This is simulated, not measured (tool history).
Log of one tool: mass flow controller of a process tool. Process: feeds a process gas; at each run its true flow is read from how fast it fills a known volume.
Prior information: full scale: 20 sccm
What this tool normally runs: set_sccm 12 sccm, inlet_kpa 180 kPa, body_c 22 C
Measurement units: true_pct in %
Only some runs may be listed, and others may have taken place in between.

run 1 hour=0.0 | set_sccm=12 inlet_kpa=180 body_c=22 | true_pct=98.73
run 2 hour=154.9 | set_sccm=12 inlet_kpa=180 body_c=22 | true_pct=98.72
run 3 hour=304.9 | set_sccm=12 inlet_kpa=197 body_c=22 | true_pct=98.58
run 4 hour=379.4 | set_sccm=12 inlet_kpa=197 body_c=22 | true_pct=98.53
run 5 hour=487.2 | set_sccm=12 inlet_kpa=197 body_c=22 | true_pct=98.57
run 6 hour=567.3 | set_sccm=12 inlet_kpa=180 body_c=22 | true_pct=98.71
run 7 hour=645.1 | set_sccm=12 inlet_kpa=180 body_c=22 | true_pct=98.62
run 8 hour=743.0 | set_sccm=3 inlet_kpa=180 body_c=22 | true_pct=96.83
run 9 hour=837.6 | set_sccm=3 inlet_kpa=180 body_c=22 | true_pct=96.83
run 10 hour=965.3 | set_sccm=3 inlet_kpa=180 body_c=22 | true_pct=96.76
run 11 hour=1040.9 | set_sccm=7 inlet_kpa=180 body_c=22 | true_pct=97.75
run 12 hour=1195.2 | set_sccm=7 inlet_kpa=180 body_c=22 | true_pct=97.78
run 13 hour=1334.0 | set_sccm=7 inlet_kpa=180 body_c=22 | true_pct=97.67
run 14 hour=1473.9 | set_sccm=7 inlet_kpa=180 body_c=22 | true_pct=97.62
-- hour=1484.3 controller's zero set anew
run 15 hour=1606.3 | set_sccm=7 inlet_kpa=180 body_c=22 | true_pct=97.53
run 16 hour=1740.5 | set_sccm=7 inlet_kpa=180 body_c=22 | true_pct=97.53
run 17 hour=1828.0 | set_sccm=3 inlet_kpa=180 body_c=22 | true_pct=96.50
run 18 hour=1969.1 | set_sccm=3 inlet_kpa=180 body_c=22 | true_pct=96.43
run 19 hour=2074.9 | set_sccm=12 inlet_kpa=180 body_c=22 | true_pct=98.35
run 20 hour=2152.8 | set_sccm=12 inlet_kpa=180 body_c=22 | true_pct=98.52
-- hour=2283.2 controller's zero set anew, once more
run 21 hour=2303.8 | set_sccm=12 inlet_kpa=180 body_c=22 | true_pct=98.50
run 22 hour=2438.1 | set_sccm=12 inlet_kpa=180 body_c=26 | true_pct=98.25
run 23 hour=2590.1 | set_sccm=12 inlet_kpa=180 body_c=22 | true_pct=98.58
run 24 hour=2681.7 | set_sccm=12 inlet_kpa=180 body_c=22 | true_pct=98.50
run 25 hour=2779.6 | set_sccm=12 inlet_kpa=233 body_c=34 | true_pct=97.33
run 26 hour=2843.0 | set_sccm=12 inlet_kpa=233 body_c=34 | true_pct=97.20
run 27 hour=2906.4 | set_sccm=12 inlet_kpa=233 body_c=34 | true_pct=97.29
run 28 hour=3033.0 | set_sccm=2 inlet_kpa=210 body_c=35 | true_pct=95.42
run 29 hour=3159.2 | set_sccm=6 inlet_kpa=171 body_c=23 | true_pct=97.29
run 30 hour=3236.8 | set_sccm=6 inlet_kpa=171 body_c=23 | true_pct=97.31
run 31 hour=3376.3 | set_sccm=12 inlet_kpa=245 body_c=22 | true_pct=97.85
run 32 hour=3481.6 | set_sccm=12 inlet_kpa=219 body_c=22 | true_pct=98.10
run 33 hour=3570.0 | set_sccm=12 inlet_kpa=219 body_c=22 | true_pct=98.11
run 34 hour=3717.6 | set_sccm=12 inlet_kpa=219 body_c=22 | true_pct=98.13
run 35 hour=3821.2 | set_sccm=12 inlet_kpa=219 body_c=22 | true_pct=98.06
run 36 hour=3929.5 | set_sccm=12 inlet_kpa=219 body_c=22 | true_pct=98.02
run 37 hour=4042.9 | set_sccm=12 inlet_kpa=219 body_c=22 | true_pct=98.06
run 38 hour=4139.6 | set_sccm=12 inlet_kpa=219 body_c=22 | true_pct=97.93
run 39 hour=4218.3 | set_sccm=12 inlet_kpa=144 body_c=24 | true_pct=98.44
run 40 hour=4359.1 | set_sccm=12 inlet_kpa=164 body_c=22 | true_pct=98.42
run 41 hour=4498.9 | set_sccm=18 inlet_kpa=164 body_c=23 | true_pct=99.23
run 42 hour=4635.5 | set_sccm=18 inlet_kpa=164 body_c=23 | true_pct=99.38
run 43 hour=4717.6 | set_sccm=6 inlet_kpa=153 body_c=23 | true_pct=97.37
run 44 hour=4790.4 | set_sccm=6 inlet_kpa=153 body_c=23 | true_pct=97.25
run 45 hour=4862.1 | set_sccm=6 inlet_kpa=153 body_c=32 | true_pct=96.59
run 46 hour=4989.3 | set_sccm=7 inlet_kpa=152 body_c=28 | true_pct=97.00
run 47 hour=5106.1 | set_sccm=7 inlet_kpa=152 body_c=28 | true_pct=96.97

5 options for the next run, each taken on its own from the tool as it stands now. Forecast them:
run A hour=5172.0 | set_sccm=8 inlet_kpa=146 body_c=31 | true_pct=?
run B hour=5172.0 | set_sccm=12 inlet_kpa=169 body_c=22 | true_pct=?
run C hour=5172.0 | set_sccm=12 inlet_kpa=270 body_c=22 | true_pct=?
run D hour=5172.0 | set_sccm=6 inlet_kpa=204 body_c=33 | true_pct=?
run E hour=5172.0 | set_sccm=9 inlet_kpa=239 body_c=34 | true_pct=?

run=A true_pct=97.16
run=B true_pct=98.29
run=C true_pct=97.60
run=D true_pct=96.14
run=E true_pct=96.43
With no hidden state in the tool, these same runs would have given:
run=A true_pct=98.07
run=B true_pct=99.14
run=C true_pct=98.45
run=D true_pct=97.10
run=E true_pct=97.32
